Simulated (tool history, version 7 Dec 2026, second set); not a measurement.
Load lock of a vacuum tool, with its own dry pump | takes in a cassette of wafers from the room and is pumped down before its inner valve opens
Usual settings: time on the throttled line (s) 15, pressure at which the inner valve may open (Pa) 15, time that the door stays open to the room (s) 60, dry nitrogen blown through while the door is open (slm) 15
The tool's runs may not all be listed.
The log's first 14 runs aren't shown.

| run | hour | time on the throttled line (s) | pressure at which the inner valve may open (Pa) | time that the door stays open to the room (s) | dry nitrogen blown through while the door is open (slm) | hours that the pump has run since its overhaul | times that the door has closed on its seal | incoming humidity of the room's air, % | time from the closed door until the inner valve may open (s) | rise of the pressure with all valves shut (Pa/min) |
|---|---|---|---|---|---|---|---|---|---|---|
| 15 | 1835.6 | 11 | 16 | 60 | 15 | 5759 | 36259 | 45.2 | 21.56 | 0.359 |
| 16 | 1983.1 | 11 | 16 | 60 | 15 | 5907 | 36755 | 48.8 | 21.52 | 0.374 |
| 17 | 2055.1 | 15 | 10 | 196 | 11 | 5979 | 36997 | 46.7 | 25.61 | 0.446 |
| 18 | 2208.1 | 30 | 10 | 43 | 11 | 6132 | 37512 | 47.8 | 37.58 | 0.374 |
| 19 | 2337.2 | 15 | 15 | 48 | 5 | 6261 | 37946 | 48.2 | 25.06 | 0.397 |
| 20 | 2454.5 | 14 | 15 | 60 | 15 | 6378 | 38340 | 45.2 | 24.20 | 0.376 |
| 21 | 2532.5 | 15 | 16 | 60 | 15 | 6456 | 38602 | 44.9 | 24.87 | 0.390 |
| 22 | 2703.7 | 15 | 16 | 60 | 15 | 6627 | 39178 | 41.9 | 24.85 | 0.393 |
| 23 | 2831.0 | 22 | 15 | 178 | 15 | 6755 | 39606 | 43.8 | 30.49 | 0.451 |
| 24 | 2986.6 | 9 | 21 | 60 | 12 | 6910 | 40129 | 43.6 | 19.61 | 0.414 |
| 25 | 3151.0 | 9 | 21 | 60 | 12 | 7075 | 40681 | 46.0 | 19.87 | 0.429 |
| 26 | 3223.0 | 15 | 15 | 60 | 4 | 7147 | 40924 | 42.1 | 25.02 | 0.443 |
| 27 | 3392.8 | 15 | 15 | 60 | 4 | 7316 | 41494 | 49.5 | 25.13 | 0.465 |
| 28 | 3512.8 | 10 | 15 | 88 | 15 | 7436 | 41898 | 47.9 | 21.23 | 0.457 |
| 29 | 3586.7 | 18 | 15 | 168 | 28 | 7510 | 42146 | 44.3 | 27.32 | 0.463 |
| 30 | 3735.8 | 18 | 15 | 168 | 28 | 7659 | 42647 | 45.0 | 27.34 | 0.469 |
| 31 | 3901.6 | 18 | 15 | 168 | 28 | 7825 | 43205 | 44.1 | 27.47 | 0.470 |
| 32 | 4049.5 | 23 | 22 | 53 | 19 | 7973 | 43702 | 44.5 | 30.95 | 0.444 |

3 ways to go on from here, each from the tool as it stands after run 32. What would each give?
| A | 4214.3 | 23 | 22 | 217 | 15 | 8138 | 44256 | 46.0 | ? | ? |
| B | 4214.3 | 15 | 29 | 69 | 10 | 8138 | 44256 | 46.4 | ? | ? |
| C | 4214.3 | 23 | 12 | 74 | 19 | 8138 | 44256 | 44.4 | ? | ? |

| run | time from the closed door until the inner valve may open (s) | rise of the pressure with all valves shut (Pa/min) |
|---|---|---|
| A | 30.89 | 0.545 |
| B | 24.07 | 0.485 |
| C | 31.69 | 0.463 |
Without the tool's hidden state the same runs would have given:
| run | time from the closed door until the inner valve may open (s) | rise of the pressure with all valves shut (Pa/min) |
|---|---|---|
| A | 30.23 | 0.160 |
| B | 23.30 | 0.102 |
| C | 30.95 | 0.083 |
